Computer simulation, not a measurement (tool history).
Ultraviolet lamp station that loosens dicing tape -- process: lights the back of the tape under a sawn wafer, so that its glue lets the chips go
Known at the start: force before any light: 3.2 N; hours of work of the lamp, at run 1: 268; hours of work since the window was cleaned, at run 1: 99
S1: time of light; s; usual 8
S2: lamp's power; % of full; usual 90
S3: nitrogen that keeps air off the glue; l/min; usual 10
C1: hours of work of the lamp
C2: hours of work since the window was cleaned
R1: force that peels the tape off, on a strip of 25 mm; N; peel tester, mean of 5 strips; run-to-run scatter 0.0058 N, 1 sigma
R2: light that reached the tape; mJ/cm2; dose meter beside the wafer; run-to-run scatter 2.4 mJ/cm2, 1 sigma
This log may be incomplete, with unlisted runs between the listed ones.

Run 1, day 0: usual settings; C1 268; C2 99. Result: R1 0.252 N, R2 282 mJ/cm2.
Run 2, day 0.904: usual settings but S1 11 s; C1 285; C2 116. Result: R1 0.228 N, R2 380 mJ/cm2.
Run 3, day 1.538: usual settings but S1 11 s; C1 297; C2 128. Result: R1 0.221 N, R2 384 mJ/cm2.
Run 4, day 2.229: usual settings; C1 310; C2 141. Result: R1 0.234 N, R2 282 mJ/cm2.
Run 5, day 3.021: usual settings but S1 13 s; C1 325; C2 156. Result: R1 0.217 N, R2 458 mJ/cm2.
Run 6, day 3.742: usual settings but S3 4 l/min; C1 338; C2 169. Result: R1 0.317 N, R2 276 mJ/cm2.
Run 7, day 4.508: usual settings but S2 68 % of full, S3 4 l/min; C1 352; C2 184. Result: R1 0.424 N, R2 213 mJ/cm2.
Run 8, day 5.342: usual settings but S2 68 % of full, S3 4 l/min; C1 368; C2 200. Result: R1 0.411 N, R2 214 mJ/cm2.
Run 9, day 5.825: usual settings but S2 76 % of full; C1 377; C2 209. Result: R1 0.26 N, R2 234 mJ/cm2.
Run 10, day 6.262: usual settings but S2 76 % of full; C1 385; C2 217. Result: R1 0.282 N, R2 237 mJ/cm2.
Run 11, day 6.962: usual settings; C1 398; C2 230. Result: R1 0.247 N, R2 277 mJ/cm2.
Run 12, day 7.533: usual settings; C1 409; C2 241. Result: R1 0.232 N, R2 278 mJ/cm2.
Run 13, day 8.212: usual settings; C1 422; C2 253. Result: R1 0.239 N, R2 280 mJ/cm2.
Run 14, day 8.629: usual settings but S1 10 s, S2 95 % of full, S3 11 l/min; C1 430; C2 261. Result: R1 0.225 N, R2 369 mJ/cm2.
Run 15, day 9.192: usual settings but S2 96 % of full, S3 7 l/min; C1 440; C2 272. Result: R1 0.26 N, R2 299 mJ/cm2.
Run 16, day 9.929: usual settings but S1 15 s, S2 88 % of full, S3 5 l/min; C1 454; C2 286. Result: R1 0.217 N, R2 513 mJ/cm2.
Run 17, day 10.538: usual settings but S1 15 s, S2 78 % of full, S3 6 l/min; C1 466; C2 297. Result: R1 0.219 N, R2 454 mJ/cm2.
Run 18, day 11.467: usual settings but S1 15 s, S2 94 % of full, S3 19 l/min; C1 483; C2 314. Result: R1 0.222 N, R2 546 mJ/cm2.
Run 19, day 12.388: usual settings but S1 4 s, S2 95 % of full, S3 11 l/min; C1 500; C2 332. Result: R1 0.433 N, R2 152 mJ/cm2.
Run 20, day 13.221: usual settings but S1 9 s, S2 95 % of full, S3 7 l/min; C1 516; C2 347. Result: R1 0.241 N, R2 333 mJ/cm2.
Run 21, day 13.958: usual settings but S1 9 s, S2 86 % of full, S3 12 l/min; C1 530; C2 361. Result: R1 0.229 N, R2 302 mJ/cm2.
Run 22, day 14.504: usual settings but S1 11 s, S3 13 l/min; C1 540; C2 371. Result: R1 0.229 N, R2 377 mJ/cm2.
Run 23, day 15.112: usual settings but S1 5 s, S2 84 % of full, S3 16 l/min; C1 551; C2 383. Result: R1 0.329 N, R2 162 mJ/cm2.
Run 24, day 15.721: usual settings but S3 8 l/min; C1 563; C2 394. Result: R1 0.25 N, R2 273 mJ/cm2.
Run 25, day 16.275: usual settings but S1 6 s, S2 91 % of full, S3 7 l/min; C1 573; C2 405. Result: R1 0.335 N, R2 208 mJ/cm2.
Run 26, day 17.117: usual settings but S1 14 s, S2 83 % of full, S3 6 l/min; C1 589; C2 420. Result: R1 0.221 N, R2 452 mJ/cm2.

4 ways to go on from here, each from the tool as it stands after run 26. What would each give?
Run A, day 17.704: usual settings but S1 14 s, S2 83 % of full, S3 5 l/min; C1 600; C2 432. Result: R1 ?, R2 ?.
Run B, day 17.704: usual settings but S1 14 s, S2 86 % of full, S3 6 l/min; C1 600; C2 432. Result: R1 ?, R2 ?.
Run C, day 17.704: usual settings; C1 600; C2 432. Result: R1 ?, R2 ?.
Run D, day 17.704: usual settings but S1 14 s, S2 83 % of full, S3 4 l/min; C1 600; C2 432. Result: R1 ?, R2 ?.

run     R1   R2
  A  0.233  454
  B   0.22  466
  C  0.258  278
  D   0.22  449
Without the tool's unlogged condition, the same runs would have read:
run     R1   R2
  A  0.233  454
  B   0.22  466
  C  0.258  278
  D   0.22  449
